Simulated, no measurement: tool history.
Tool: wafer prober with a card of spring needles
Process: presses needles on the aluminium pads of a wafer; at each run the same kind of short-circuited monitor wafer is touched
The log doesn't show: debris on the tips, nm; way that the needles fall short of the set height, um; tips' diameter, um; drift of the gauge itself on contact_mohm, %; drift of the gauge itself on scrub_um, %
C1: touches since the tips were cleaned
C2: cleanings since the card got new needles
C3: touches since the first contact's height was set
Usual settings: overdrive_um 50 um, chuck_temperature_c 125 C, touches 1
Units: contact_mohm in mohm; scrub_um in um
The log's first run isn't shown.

-- day=0.438 tips cleaned on abrasive film
run 2 day=0.475 | overdrive_um=50 chuck_temperature_c=85 touches=1 | C1=296 C2=5 C3=35120 | contact_mohm=158 scrub_um=10.09
run 3 day=0.817 | overdrive_um=50 chuck_temperature_c=85 touches=1 | C1=2955 C2=5 C3=37779 | contact_mohm=175 scrub_um=10.06
run 4 day=1.233 | overdrive_um=50 chuck_temperature_c=85 touches=1 | C1=6232 C2=5 C3=41056 | contact_mohm=180 scrub_um=10.1
-- day=1.308 tips cleaned on abrasive film
run 5 day=1.688 | overdrive_um=50 chuck_temperature_c=85 touches=1 | C1=2968 C2=6 C3=44548 | contact_mohm=172 scrub_um=10.08
run 6 day=2.096 | overdrive_um=50 chuck_temperature_c=125 touches=2 | C1=6141 C2=6 C3=47721 | contact_mohm=179 scrub_um=10.08
-- day=2.162 tips cleaned on abrasive film
run 7 day=2.433 | overdrive_um=50 chuck_temperature_c=125 touches=2 | C1=2088 C2=7 C3=50326 | contact_mohm=170 scrub_um=10.08
run 8 day=2.671 | overdrive_um=50 chuck_temperature_c=125 touches=2 | C1=3952 C2=7 C3=52190 | contact_mohm=174 scrub_um=10.09
-- day=3.042 tips cleaned on abrasive film
run 9 day=3.088 | overdrive_um=35 chuck_temperature_c=125 touches=1 | C1=334 C2=8 C3=55394 | contact_mohm=175 scrub_um=7.01
run 10 day=3.496 | overdrive_um=50 chuck_temperature_c=125 touches=2 | C1=3533 C2=8 C3=58593 | contact_mohm=172 scrub_um=10.08
run 11 day=3.75 | overdrive_um=44 chuck_temperature_c=125 touches=1 | C1=5517 C2=8 C3=60577 | contact_mohm=192 scrub_um=8.84
-- day=3.896 tips cleaned on abrasive film
run 12 day=4.167 | overdrive_um=44 chuck_temperature_c=125 touches=1 | C1=2088 C2=9 C3=63774 | contact_mohm=179 scrub_um=8.83
run 13 day=4.454 | overdrive_um=44 chuck_temperature_c=125 touches=1 | C1=4327 C2=9 C3=66013 | contact_mohm=187 scrub_um=8.83
-- day=4.75 tips cleaned on abrasive film
run 14 day=4.75 | overdrive_um=50 chuck_temperature_c=125 touches=1 | C1=0 C2=10 C3=68309 | contact_mohm=168 scrub_um=10.04
run 15 day=5.225 | overdrive_um=50 chuck_temperature_c=125 touches=1 | C1=3693 C2=10 C3=72002 | contact_mohm=178 scrub_um=10.03
run 16 day=5.488 | overdrive_um=50 chuck_temperature_c=125 touches=1 | C1=5755 C2=10 C3=74064 | contact_mohm=185 scrub_um=10.02
-- day=5.629 tips cleaned on abrasive film
run 17 day=5.896 | overdrive_um=50 chuck_temperature_c=125 touches=1 | C1=2064 C2=11 C3=77199 | contact_mohm=174 scrub_um=10.02
run 18 day=6.196 | overdrive_um=47 chuck_temperature_c=60 touches=2 | C1=4424 C2=11 C3=79559 | contact_mohm=168 scrub_um=9.42
run 19 day=6.458 | overdrive_um=41 chuck_temperature_c=60 touches=2 | C1=6446 C2=11 C3=81581 | contact_mohm=176 scrub_um=8.2
-- day=6.492 tips cleaned on abrasive film
run 20 day=6.704 | overdrive_um=41 chuck_temperature_c=60 touches=2 | C1=1663 C2=12 C3=83476 | contact_mohm=163 scrub_um=8.17
run 21 day=6.917 | overdrive_um=68 chuck_temperature_c=63 touches=1 | C1=3321 C2=12 C3=85134 | contact_mohm=160 scrub_um=13.66
run 22 day=7.333 | overdrive_um=50 chuck_temperature_c=36 touches=1 | C1=6561 C2=12 C3=88374 | contact_mohm=172 scrub_um=10.02

Forecast run 23:
-- day=7.362 tips cleaned on abrasive film
run 23 day=7.558 | overdrive_um=39 chuck_temperature_c=68 touches=3 | C1=1522 C2=13 C3=90115 | contact_mohm=? scrub_um=?

{"run 23": {"contact_mohm": 165, "scrub_um": 7.77}}
Without the tool's hidden state the same run would have given contact_mohm 159 mohm, scrub_um 7.95 um.
